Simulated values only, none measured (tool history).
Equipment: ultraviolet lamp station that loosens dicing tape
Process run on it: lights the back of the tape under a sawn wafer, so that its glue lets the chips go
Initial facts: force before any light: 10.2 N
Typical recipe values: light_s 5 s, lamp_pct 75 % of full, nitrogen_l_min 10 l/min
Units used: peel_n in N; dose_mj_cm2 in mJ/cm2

| run | hour | light_s | lamp_pct | nitrogen_l_min | peel_n | dose_mj_cm2 |
|---|---|---|---|---|---|---|
| 1 | 0 | 5 | 75 | 10 | 1.497 | 330 |
| 2 | 34.5 | 5 | 75 | 10 | 1.53 | 326 |
| 3 | 67.9 | 5 | 75 | 10 | 1.615 | 328 |
| 4 | 95.1 | 7 | 75 | 10 | 0.822 | 453 |
| 5 | 139 | 5 | 75 | 3 | 3.006 | 316 |
|  | 142 | window cleaned of glue's vapour |
| 6 | 180.2 | 5 | 75 | 13 | 1.623 | 296 |
| 7 | 213.7 | 5 | 75 | 13 | 1.65 | 294 |
|  | 230 | window cleaned of glue's vapour, once more |
| 8 | 251.1 | 4 | 75 | 10 | 2.022 | 286 |
| 9 | 284.2 | 4 | 75 | 10 | 1.909 | 286 |
| 10 | 309.7 | 5 | 86 | 10 | 1.065 | 404 |
| 11 | 347.4 | 5 | 86 | 10 | 1.098 | 404 |
| 12 | 374.9 | 5 | 86 | 10 | 1.085 | 398 |
| 13 | 402.5 | 5 | 86 | 10 | 1.071 | 390 |
| 14 | 425 | 5 | 86 | 10 | 1.105 | 393 |
| 15 | 457.9 | 5 | 76 | 8 | 1.571 | 348 |
| 16 | 491.1 | 5 | 76 | 8 | 1.64 | 332 |
| 17 | 525.2 | 5 | 76 | 8 | 1.675 | 332 |
| 18 | 561.9 | 5 | 76 | 8 | 1.799 | 327 |
| 19 | 589.9 | 5 | 76 | 8 | 1.746 | 326 |
| 20 | 633.4 | 8 | 65 | 10 | 0.922 | 443 |
| 21 | 664.6 | 3 | 92 | 10 | 2.627 | 228 |
| 22 | 683.6 | 5 | 65 | 10 | 2.134 | 271 |
| 23 | 703.7 | 5 | 89 | 5 | 1.931 | 366 |
| 24 | 730.7 | 5 | 98 | 3 | 2.223 | 404 |
| 25 | 764.9 | 5 | 64 | 17 | 1.895 | 254 |
| 26 | 799.9 | 5 | 79 | 17 | 1.268 | 318 |
| 27 | 822.2 | 4 | 72 | 16 | 2.329 | 228 |
| 28 | 850 | 6 | 67 | 16 | 1.318 | 320 |

What if the next run were any one of these 5? Each begins from the tool's condition after run 28:
| A | 869.1 | 3 | 99 | 3 | ? | ? |
| B | 869.1 | 6 | 67 | 12 | ? | ? |
| C | 869.1 | 6 | 98 | 17 | ? | ? |
| D | 869.1 | 6 | 69 | 7 | ? | ? |
| E | 869.1 | 8 | 92 | 15 | ? | ? |

| run | peel_n | dose_mj_cm2 |
|---|---|---|
| A | 3.979 | 232 |
| B | 1.473 | 315 |
| C | 0.541 | 461 |
| D | 1.911 | 329 |
| E | 0.374 | 573 |
The same runs, with their run-to-run variation unchanged, on a tool lacking any hidden condition would have given:
| run | peel_n | dose_mj_cm2 |
|---|---|---|
| A | 2.878 | 317 |
| B | 0.795 | 429 |
| C | 0.28 | 629 |
| D | 1.089 | 448 |
| E | 0.221 | 783 |

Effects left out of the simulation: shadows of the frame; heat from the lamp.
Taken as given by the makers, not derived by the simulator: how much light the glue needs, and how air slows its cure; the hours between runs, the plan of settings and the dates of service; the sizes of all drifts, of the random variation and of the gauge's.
